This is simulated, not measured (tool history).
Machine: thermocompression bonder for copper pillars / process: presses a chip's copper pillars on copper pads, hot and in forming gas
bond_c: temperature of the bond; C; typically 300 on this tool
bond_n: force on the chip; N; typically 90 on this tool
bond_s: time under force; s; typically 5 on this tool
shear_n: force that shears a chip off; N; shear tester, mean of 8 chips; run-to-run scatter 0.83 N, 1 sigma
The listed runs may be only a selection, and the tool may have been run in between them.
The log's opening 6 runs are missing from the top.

run   hour  bond_c  bond_n  bond_s  shear_n
  7   78.5     318      90       5     84.1
  8   96.7     300      90       5     69.1
  9  105.3     290      90       5       62
 10  112.9     290      90       5     61.3
 11  123.3     290      90       5     60.9
 12    138     300      90       4       64
 13  153.3     300      90       4     63.9
 14  170.1     300      79       5     63.4
 15  182.5     300      79       5     63.5
 16  192.6     300      79       5     62.4
 17  210.8     304      79       5     68.3
 18  224.4     304      79       5     66.7
 19  238.7     304      79       5     67.4
 20    254     304      79       5     67.4
 21  269.6     310      79       5     74.3
 22  283.3     310     104       9     96.4
 23  291.8     328      69       7       88

Run 24 comes next. What will it give?
 24  308.5     328      69       7        ?

{"run 24": {"shear_n": 88.7}}
On a tool with no hidden condition, and with the same random variation, this run would have come out at shear_n 86.7 N.
